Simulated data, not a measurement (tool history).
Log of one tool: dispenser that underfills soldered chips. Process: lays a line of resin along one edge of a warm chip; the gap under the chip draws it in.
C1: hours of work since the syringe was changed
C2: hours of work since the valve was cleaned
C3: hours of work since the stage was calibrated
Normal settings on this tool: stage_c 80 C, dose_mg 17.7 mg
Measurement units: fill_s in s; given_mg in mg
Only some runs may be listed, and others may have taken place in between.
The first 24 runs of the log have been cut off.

run 25 hour=80.8 | stage_c=95 dose_mg=19.3 | C1=2 C2=35 C3=132 | fill_s=78.7 given_mg=18.52
run 26 hour=83.2 | stage_c=83 dose_mg=18.8 | C1=4 C2=37 C3=134 | fill_s=150.0 given_mg=18.04
-- hour=85.9 new syringe of resin
run 27 hour=87.5 | stage_c=86 dose_mg=20.6 | C1=1 C2=40 C3=137 | fill_s=109.8 given_mg=19.77
run 28 hour=90.4 | stage_c=86 dose_mg=20.6 | C1=4 C2=42 C3=140 | fill_s=127.6 given_mg=19.55
-- hour=93.7 new syringe of resin
run 29 hour=94.0 | stage_c=85 dose_mg=16.5 | C1=0 C2=45 C3=142 | fill_s=112.6 given_mg=15.79
run 30 hour=96.8 | stage_c=74 dose_mg=21.3 | C1=2 C2=47 C3=145 | fill_s=212.4 given_mg=20.25
run 31 hour=99.6 | stage_c=74 dose_mg=21.3 | C1=5 C2=49 C3=147 | fill_s=237.8 given_mg=20.18
-- hour=101.5 new syringe of resin
run 32 hour=102.3 | stage_c=91 dose_mg=17.7 | C1=1 C2=51 C3=149 | fill_s=87.6 given_mg=16.85
run 33 hour=105.4 | stage_c=92 dose_mg=21.0 | C1=3 C2=54 C3=151 | fill_s=94.5 given_mg=19.70
-- hour=109.2 new syringe of resin
run 34 hour=109.3 | stage_c=68 dose_mg=18.7 | C1=0 C2=56 C3=154 | fill_s=251.7 given_mg=17.70

For run 35, what comes out?
run 35 hour=113.9 | stage_c=92 dose_mg=16.7 | C1=4 C2=60 C3=158 | fill_s=? given_mg=?

Run 35 came out at fill_s 101.6 s, given_mg 15.76 mg.
Were there no unlogged condition in the tool, this run, its random variation unchanged, would have produced fill_s 77.7 s, given_mg 16.79 mg.
